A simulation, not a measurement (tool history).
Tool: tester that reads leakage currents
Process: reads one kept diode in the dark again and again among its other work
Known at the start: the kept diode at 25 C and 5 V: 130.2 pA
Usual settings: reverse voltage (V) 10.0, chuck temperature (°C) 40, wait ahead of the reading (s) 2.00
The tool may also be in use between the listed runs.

| run | hour | reverse voltage (V) | chuck temperature (°C) | wait ahead of the reading (s) | current that the tester gives (pA) |
|---|---|---|---|---|---|
| 1 | 0.0 | 10.0 | 40 | 2.00 | 573.48 |
| 2 | 36.2 | 10.0 | 40 | 2.00 | 573.70 |
| 3 | 71.6 | 10.0 | 40 | 6.55 | 571.83 |
| 4 | 152.5 | 1.1 | 40 | 2.00 | 252.21 |
| 5 | 220.4 | 10.0 | 40 | 0.57 | 578.40 |
| 6 | 288.8 | 6.9 | 40 | 2.00 | 499.29 |
| 7 | 327.8 | 6.9 | 40 | 2.00 | 497.54 |

Forecast run 8:
| 8 | 411.3 | 1.7 | 46 | 0.55 | ? |

Run 8 gave current that the tester gives (pA) 469.00.
Without the tool's hidden state the same run would have given current that the tester gives (pA) 468.48.

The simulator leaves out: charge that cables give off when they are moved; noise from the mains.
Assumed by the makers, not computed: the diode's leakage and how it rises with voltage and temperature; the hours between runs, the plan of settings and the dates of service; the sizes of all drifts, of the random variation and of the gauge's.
